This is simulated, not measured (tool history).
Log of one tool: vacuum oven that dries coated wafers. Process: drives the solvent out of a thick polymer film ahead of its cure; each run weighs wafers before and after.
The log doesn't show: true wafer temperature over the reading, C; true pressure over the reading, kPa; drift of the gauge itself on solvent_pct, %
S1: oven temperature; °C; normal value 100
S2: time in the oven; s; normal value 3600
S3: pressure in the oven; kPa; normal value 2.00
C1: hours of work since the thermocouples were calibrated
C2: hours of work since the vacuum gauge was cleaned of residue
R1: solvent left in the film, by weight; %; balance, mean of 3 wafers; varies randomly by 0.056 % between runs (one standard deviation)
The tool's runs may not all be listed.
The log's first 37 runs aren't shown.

run,hour,S1,S2,S3,C1,C2,R1
38,569.0,100,2280,2.00,287,198,4.52
39,585.2,113,3600,2.00,300,211,1.15
40,594.5,113,3600,2.00,307,218,1.02
41,606.4,113,3600,2.00,316,227,1.09
42,618.7,100,2520,2.01,326,236,4.08
43,628.6,110,2520,1.09,333,244,1.70
44,642.8,110,2520,1.09,344,255,1.78
45,664.9,115,4140,2.60,361,272,1.10
46,685.0,111,2820,3.97,377,288,2.42

Consider 5 possible next runs. They are alternatives, not a sequence: every one starts from the tool as it was left by run 46. What does each give?
A,702.8,98,3600,2.00,390,301,?
B,702.8,110,2820,7.89,390,301,?
C,702.8,104,2820,3.97,390,301,?
D,702.8,91,3000,1.80,390,301,?
E,702.8,111,3120,7.98,390,301,?

run,R1
A,3.08
B,4.20
C,3.87
D,5.62
E,3.90
What these runs would have given with no unlogged condition in the tool:
run,R1
A,2.82
B,3.96
C,3.61
D,5.27
E,3.68
